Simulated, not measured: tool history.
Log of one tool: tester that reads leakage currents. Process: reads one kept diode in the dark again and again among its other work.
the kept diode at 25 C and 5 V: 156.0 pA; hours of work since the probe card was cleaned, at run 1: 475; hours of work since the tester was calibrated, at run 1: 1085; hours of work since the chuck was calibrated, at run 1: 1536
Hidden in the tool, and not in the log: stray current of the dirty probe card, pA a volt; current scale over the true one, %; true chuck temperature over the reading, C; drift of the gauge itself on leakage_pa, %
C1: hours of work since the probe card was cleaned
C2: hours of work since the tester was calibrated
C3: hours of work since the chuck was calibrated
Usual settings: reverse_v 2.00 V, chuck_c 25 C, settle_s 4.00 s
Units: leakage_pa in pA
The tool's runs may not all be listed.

{"run": 1, "hour": 0.0, "reverse_v": 2.0, "chuck_c": 25, "settle_s": 4.0, "C1": 475, "C2": 1085, "C3": 1536, "leakage_pa": 125.45}
{"run": 2, "hour": 45.5, "reverse_v": 2.0, "chuck_c": 24, "settle_s": 4.0, "C1": 502, "C2": 1112, "C3": 1563, "leakage_pa": 114.21}
{"run": 3, "hour": 69.0, "reverse_v": 2.0, "chuck_c": 24, "settle_s": 4.0, "C1": 516, "C2": 1125, "C3": 1577, "leakage_pa": 115.05}
{"run": 4, "hour": 108.8, "reverse_v": 2.0, "chuck_c": 24, "settle_s": 4.0, "C1": 539, "C2": 1149, "C3": 1600, "leakage_pa": 114.72}
{"run": 5, "hour": 148.9, "reverse_v": 2.0, "chuck_c": 24, "settle_s": 4.0, "C1": 562, "C2": 1172, "C3": 1624, "leakage_pa": 114.79}
{"run": 6, "hour": 175.2, "reverse_v": 2.0, "chuck_c": 53, "settle_s": 4.0, "C1": 578, "C2": 1188, "C3": 1639, "leakage_pa": 1377.56}
{"run": 7, "hour": 222.4, "reverse_v": 7.31, "chuck_c": 25, "settle_s": 4.0, "C1": 606, "C2": 1216, "C3": 1667, "leakage_pa": 211.18}
{"run": 8, "hour": 267.6, "reverse_v": 13.33, "chuck_c": 25, "settle_s": 4.0, "C1": 632, "C2": 1242, "C3": 1694, "leakage_pa": 270.23}
{"run": 9, "hour": 296.5, "reverse_v": 2.0, "chuck_c": 25, "settle_s": 0.3, "C1": 649, "C2": 1259, "C3": 1711, "leakage_pa": 128.74}
{"hour": 328.6, "done": "chuck's temperature calibrated"}
{"run": 10, "hour": 345.3, "reverse_v": 2.0, "chuck_c": 25, "settle_s": 0.3, "C1": 677, "C2": 1287, "C3": 10, "leakage_pa": 111.21}
{"run": 11, "hour": 389.3, "reverse_v": 2.0, "chuck_c": 25, "settle_s": 0.3, "C1": 702, "C2": 1312, "C3": 36, "leakage_pa": 111.79}
{"run": 12, "hour": 423.4, "reverse_v": 2.0, "chuck_c": 25, "settle_s": 0.3, "C1": 722, "C2": 1332, "C3": 56, "leakage_pa": 111.74}
{"run": 13, "hour": 470.8, "reverse_v": 2.0, "chuck_c": 25, "settle_s": 0.3, "C1": 750, "C2": 1360, "C3": 84, "leakage_pa": 112.82}
{"run": 14, "hour": 496.0, "reverse_v": 1.18, "chuck_c": 25, "settle_s": 4.0, "C1": 765, "C2": 1375, "C3": 98, "leakage_pa": 89.72}
{"run": 15, "hour": 546.4, "reverse_v": 2.0, "chuck_c": 25, "settle_s": 0.61, "C1": 795, "C2": 1405, "C3": 128, "leakage_pa": 111.43}
{"run": 16, "hour": 586.5, "reverse_v": 2.0, "chuck_c": 25, "settle_s": 0.61, "C1": 818, "C2": 1428, "C3": 151, "leakage_pa": 111.75}
{"run": 17, "hour": 623.7, "reverse_v": 2.0, "chuck_c": 25, "settle_s": 0.61, "C1": 840, "C2": 1450, "C3": 173, "leakage_pa": 112.39}
{"run": 18, "hour": 653.6, "reverse_v": 2.0, "chuck_c": 25, "settle_s": 0.61, "C1": 858, "C2": 1468, "C3": 191, "leakage_pa": 111.9}
{"run": 19, "hour": 675.3, "reverse_v": 2.0, "chuck_c": 25, "settle_s": 0.61, "C1": 870, "C2": 1480, "C3": 204, "leakage_pa": 112.26}
{"run": 20, "hour": 712.6, "reverse_v": 2.0, "chuck_c": 25, "settle_s": 0.61, "C1": 892, "C2": 1502, "C3": 225, "leakage_pa": 112.61}
{"run": 21, "hour": 734.9, "reverse_v": 2.0, "chuck_c": 25, "settle_s": 0.61, "C1": 905, "C2": 1515, "C3": 239, "leakage_pa": 112.69}
{"run": 22, "hour": 774.8, "reverse_v": 2.0, "chuck_c": 25, "settle_s": 0.61, "C1": 929, "C2": 1539, "C3": 262, "leakage_pa": 112.38}
{"run": 23, "hour": 805.6, "reverse_v": 2.0, "chuck_c": 25, "settle_s": 0.61, "C1": 947, "C2": 1557, "C3": 280, "leakage_pa": 112.32}
{"run": 24, "hour": 838.6, "reverse_v": 15.39, "chuck_c": 39, "settle_s": 8.7, "C1": 966, "C2": 1576, "C3": 300, "leakage_pa": 876.56}
{"run": 25, "hour": 860.5, "reverse_v": 5.38, "chuck_c": 49, "settle_s": 3.21, "C1": 979, "C2": 1589, "C3": 312, "leakage_pa": 1325.09}
{"run": 26, "hour": 909.3, "reverse_v": 5.38, "chuck_c": 49, "settle_s": 3.21, "C1": 1008, "C2": 1618, "C3": 341, "leakage_pa": 1333.26}
{"run": 27, "hour": 960.4, "reverse_v": 3.69, "chuck_c": 31, "settle_s": 3.21, "C1": 1038, "C2": 1648, "C3": 371, "leakage_pa": 250.33}
{"hour": 965.8, "done": "tester calibrated"}
{"run": 28, "hour": 992.8, "reverse_v": 2.03, "chuck_c": 49, "settle_s": 1.12, "C1": 1056, "C2": 16, "C3": 389, "leakage_pa": 905.41}
{"run": 29, "hour": 1028.7, "reverse_v": 17.63, "chuck_c": 49, "settle_s": 0.77, "C1": 1077, "C2": 37, "C3": 410, "leakage_pa": 2128.27}
{"hour": 1041.0, "done": "tester calibrated, once more"}
{"run": 30, "hour": 1062.9, "reverse_v": 11.46, "chuck_c": 34, "settle_s": 0.55, "C1": 1096, "C2": 13, "C3": 429, "leakage_pa": 523.2}
{"run": 31, "hour": 1096.9, "reverse_v": 2.0, "chuck_c": 25, "settle_s": 3.83, "C1": 1116, "C2": 33, "C3": 449, "leakage_pa": 114.7}
{"hour": 1120.4, "done": "probe card cleaned and baked"}
{"run": 32, "hour": 1134.8, "reverse_v": 2.0, "chuck_c": 25, "settle_s": 3.83, "C1": 8, "C2": 53, "C3": 469, "leakage_pa": 112.62}
{"run": 33, "hour": 1178.5, "reverse_v": 2.35, "chuck_c": 25, "settle_s": 7.08, "C1": 34, "C2": 79, "C3": 495, "leakage_pa": 120.91}
{"run": 34, "hour": 1223.7, "reverse_v": 1.77, "chuck_c": 50, "settle_s": 5.54, "C1": 61, "C2": 106, "C3": 522, "leakage_pa": 951.5}
{"run": 35, "hour": 1248.5, "reverse_v": 1.77, "chuck_c": 50, "settle_s": 5.54, "C1": 75, "C2": 120, "C3": 536, "leakage_pa": 953.52}
{"run": 36, "hour": 1290.5, "reverse_v": 13.1, "chuck_c": 24, "settle_s": 0.3, "C1": 100, "C2": 145, "C3": 561, "leakage_pa": 229.84}
{"run": 37, "hour": 1330.8, "reverse_v": 2.0, "chuck_c": 32, "settle_s": 4.0, "C1": 124, "C2": 168, "C3": 584, "leakage_pa": 217.83}
{"run": 38, "hour": 1361.7, "reverse_v": 2.0, "chuck_c": 32, "settle_s": 4.0, "C1": 142, "C2": 187, "C3": 603, "leakage_pa": 217.69}
{"run": 39, "hour": 1389.8, "reverse_v": 2.9, "chuck_c": 25, "settle_s": 5.23, "C1": 158, "C2": 203, "C3": 619, "leakage_pa": 132.5}
{"run": 40, "hour": 1441.2, "reverse_v": 10.28, "chuck_c": 33, "settle_s": 6.22, "C1": 188, "C2": 233, "C3": 649, "leakage_pa": 453.26}

Forecast each of these 4 alternatives for the next run:
{"run": "A", "hour": 1485.7, "reverse_v": 1.17, "chuck_c": 44, "settle_s": 0.72, "C1": 214, "C2": 259, "C3": 675, "leakage_pa": "?"}
{"run": "B", "hour": 1485.7, "reverse_v": 16.85, "chuck_c": 23, "settle_s": 6.22, "C1": 214, "C2": 259, "C3": 675, "leakage_pa": "?"}
{"run": "C", "hour": 1485.7, "reverse_v": 1.03, "chuck_c": 25, "settle_s": 4.0, "C1": 214, "C2": 259, "C3": 675, "leakage_pa": "?"}
{"run": "D", "hour": 1485.7, "reverse_v": 3.8, "chuck_c": 25, "settle_s": 1.78, "C1": 214, "C2": 259, "C3": 675, "leakage_pa": "?"}

run=A leakage_pa=503.15
run=B leakage_pa=219.10
run=C leakage_pa=88.72
run=D leakage_pa=148.92
Without the tool's hidden state the same runs would have given:
run=A leakage_pa=482.38
run=B leakage_pa=206.52
run=C leakage_pa=84.45
run=D leakage_pa=141.49
